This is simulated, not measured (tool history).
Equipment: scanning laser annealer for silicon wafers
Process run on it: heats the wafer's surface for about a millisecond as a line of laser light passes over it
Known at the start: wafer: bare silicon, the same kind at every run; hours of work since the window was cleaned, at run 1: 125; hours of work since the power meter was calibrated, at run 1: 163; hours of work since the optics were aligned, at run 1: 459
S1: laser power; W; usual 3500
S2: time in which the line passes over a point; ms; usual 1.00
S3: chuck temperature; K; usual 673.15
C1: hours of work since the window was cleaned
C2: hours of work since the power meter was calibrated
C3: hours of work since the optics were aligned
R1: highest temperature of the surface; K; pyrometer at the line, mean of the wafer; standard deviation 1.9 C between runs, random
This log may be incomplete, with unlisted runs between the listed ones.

run,hour,S1,S2,S3,C1,C2,C3,R1
1,0.0,3500,1.00,673.15,125,163,459,1418.15
2,15.9,3500,1.00,673.15,133,171,467,1420.15
3,31.2,3500,0.87,673.15,140,178,474,1371.15
4,55.3,3500,0.90,673.15,151,189,485,1386.15
5,84.7,3500,0.90,673.15,165,203,499,1384.15
6,106.0,3500,0.90,673.15,175,213,509,1386.15
7,120.5,3500,1.00,673.15,182,220,516,1419.15
8,137.7,3500,1.00,673.15,190,228,524,1417.15
9,157.6,3500,1.00,673.15,199,238,533,1421.15
10,182.2,3500,1.00,673.15,211,249,545,1419.15
11,197.1,3500,1.00,660.15,218,256,552,1407.15
12,220.0,3500,1.00,660.15,229,267,563,1408.15
13,236.2,3500,1.20,673.15,236,275,570,1483.15
14,252.4,3161,0.92,645.15,244,282,578,1266.15
15,266.7,3513,0.92,645.15,251,289,585,1369.15
16,294.7,3500,1.00,698.15,264,302,598,1441.15
17,310.6,3500,1.00,698.15,271,310,605,1442.15
18,334.7,3548,1.16,647.15,283,321,617,1461.15

Run 19 comes next. What will it give?
19,356.9,3548,1.16,647.15,293,331,627,?

{"run 19": {"R1": 1458.15}}
Without the tool's hidden state the same run would have given R1 1459.15 K.

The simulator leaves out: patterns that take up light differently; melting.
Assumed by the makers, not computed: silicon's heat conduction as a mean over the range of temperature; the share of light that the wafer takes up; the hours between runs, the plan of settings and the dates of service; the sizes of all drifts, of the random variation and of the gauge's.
